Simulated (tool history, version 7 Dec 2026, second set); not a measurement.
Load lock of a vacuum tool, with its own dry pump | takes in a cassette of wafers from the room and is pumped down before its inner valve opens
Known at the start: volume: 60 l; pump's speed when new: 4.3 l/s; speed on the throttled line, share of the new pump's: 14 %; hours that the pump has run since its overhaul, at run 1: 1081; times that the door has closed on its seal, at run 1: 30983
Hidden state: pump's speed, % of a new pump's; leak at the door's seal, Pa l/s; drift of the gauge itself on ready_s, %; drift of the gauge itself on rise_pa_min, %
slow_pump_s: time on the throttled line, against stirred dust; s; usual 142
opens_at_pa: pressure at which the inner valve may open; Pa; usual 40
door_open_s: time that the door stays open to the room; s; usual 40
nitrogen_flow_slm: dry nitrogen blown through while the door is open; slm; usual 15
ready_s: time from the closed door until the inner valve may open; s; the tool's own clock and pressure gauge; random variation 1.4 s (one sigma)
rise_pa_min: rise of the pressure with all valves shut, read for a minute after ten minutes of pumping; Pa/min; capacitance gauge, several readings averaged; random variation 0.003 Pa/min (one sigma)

run,hour,slow_pump_s,opens_at_pa,door_open_s,nitrogen_flow_slm,hours that the pump has run since its overhaul,times that the door has closed on its seal,"incoming humidity of the room's air, %",ready_s,rise_pa_min
1,0.0,142,40,40,15,1081,30983,45.2,229.9,0.262
2,212.3,177,40,40,15,1294,31895,47.6,258.4,0.281
3,428.1,177,40,40,15,1509,32821,47.2,261.2,0.295
4,665.3,177,40,40,15,1747,33839,42.7,259.8,0.294
5,922.6,177,40,40,15,2004,34943,41.7,259.5,0.315
6,1118.6,177,40,40,15,2200,35784,40.4,263.4,0.318
7,1352.3,168,44,40,13,2434,36788,43.7,253.0,0.330
8,1694.6,168,44,40,13,2776,38257,47.4,252.0,0.351
9,1862.5,168,44,40,13,2944,38978,42.1,255.7,0.358
10,2164.5,168,44,40,13,3246,40274,44.6,256.4,0.379
11,2365.7,168,80,25,7,3447,41138,43.3,246.7,0.392

Measured less the same run without the tool's hidden state. The same run-to-run variation is in both; the gauge's scatter may not be:
run,ready_s,rise_pa_min
1,-0.8,+0.246
2,-0.4,+0.260
3,-0.1,+0.276
4,+0.3,+0.280
5,+0.6,+0.300
6,+0.8,+0.303
7,+1.2,+0.314
8,+1.6,+0.334
9,+1.9,+0.341
10,+2.4,+0.362
11,+2.4,+0.378
